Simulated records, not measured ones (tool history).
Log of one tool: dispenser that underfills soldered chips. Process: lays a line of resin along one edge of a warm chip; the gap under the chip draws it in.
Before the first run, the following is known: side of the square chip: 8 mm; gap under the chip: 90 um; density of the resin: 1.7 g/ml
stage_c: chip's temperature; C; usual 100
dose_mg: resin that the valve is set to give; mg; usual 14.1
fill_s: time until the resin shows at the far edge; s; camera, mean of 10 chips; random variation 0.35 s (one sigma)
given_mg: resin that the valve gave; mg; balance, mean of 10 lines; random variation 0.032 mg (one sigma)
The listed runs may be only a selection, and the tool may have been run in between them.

run   hour  stage_c  dose_mg  fill_s  given_mg
  1      0      100     14.1    28.1     13.99
  2    6.8      100     14.1    38.9     13.93
       7.7  -- new syringe of resin
  3   12.6      100     14.1    20.2     13.92
  4   20.2      100     14.1    29.5     13.96
  5   25.7      100       13    39.5     12.76
      27.3  -- new syringe of resin
  6   29.2      100       13    18.2      12.8
  7   35.1      100       13    24.5     12.77
  8   41.9      100       13    33.6     12.67
  9   46.2      100       13    41.8     12.76
        47  -- new syringe of resin
 10   50.7      100     16.2    18.5     15.82
 11   57.3      108     14.1    19.7     13.74
 12   62.7      108     12.2    25.8     11.87
      67.1  -- new syringe of resin
 13   67.1      108     12.2    12.1     11.89
 14   71.7      108     12.2    14.7     11.87
 15   75.3      108     12.2    17.2     11.84
      77.3  -- dispensing valve cleaned and set on the balance
 16   80.2      100     14.1    27.5     14.07
 17   83.7      100     14.1    33.1     14.01
      87.9  -- new syringe of resin
 18   87.9      100     14.1    16.3     14.03
 19   92.1      100     14.1    19.9     14.06
 20   98.7       98     12.3    30.5     12.19
 21  101.9       98     12.3    35.3     12.26
 22  105.1      102       18    32.1      17.9
     107.6  -- new syringe of resin
 23    109       85       18    31.5     17.85
 24  112.2       90     15.4    29.4     15.26
 25  115.9       90     15.4      35     15.19
 26  123.4       90     15.4    49.6     15.23
     127.6  -- new syringe of resin
 27  127.7       90     15.4    24.4     15.18
 28  135.2      100     17.1    22.1     16.89
 29    142      100     17.1    30.3     16.83
 30    145       91     14.4    52.6      14.1
     147.2  -- new syringe of resin
 31  150.5      111     14.6    12.3     14.35
 32  157.9      111     14.6    17.1     14.23
 33  161.1       97     14.6    34.6      14.3
     167.1  -- new syringe of resin
 34  168.8      114     17.9     9.8      17.5
 35  173.6      112     17.9      13     17.43

Measured less the same run without the tool's hidden state. The same run-to-run variation is in both; the gauge's scatter may not be:
Hidden conditions of the tool in this case: resin's viscosity, % of fresh resin's; dose that the valve gives, % of what is set; true chip temperature over the reading, C; drift of the gauge itself on fill_s, %; drift of the gauge itself on given_mg, %.
run  fill_s  given_mg
  1   +11.3     -0.13
  2   +22.1     -0.16
  3    +3.5     -0.18
  4   +12.4     -0.21
  5   +21.7     -0.22
  6    +0.9     -0.23
  7    +6.8     -0.26
  8   +15.9     -0.28
  9   +23.5      -0.3
 10    +2.1     -0.39
 11    +6.8     -0.36
 12   +12.9     -0.33
 13    -0.7     -0.35
 14    +2.2     -0.36
 15      +5     -0.38
 16   +10.9     -0.01
 17   +15.9     -0.02
 18    -0.8     -0.03
 19    +2.7     -0.04
 20   +11.4     -0.06
 21   +16.1     -0.07
 22   +17.2     -0.12
 23    -0.1     -0.14
 24    +4.2     -0.14
 25    +9.8     -0.15
 26   +24.3     -0.18
 27    -1.6      -0.2
 28    +5.7     -0.27
 29   +13.9      -0.3
 30   +27.6     -0.27
 31    +1.2     -0.28
 32    +6.2     -0.32
 33   +15.5     -0.34
 34      +0     -0.44
 35    +2.7     -0.47
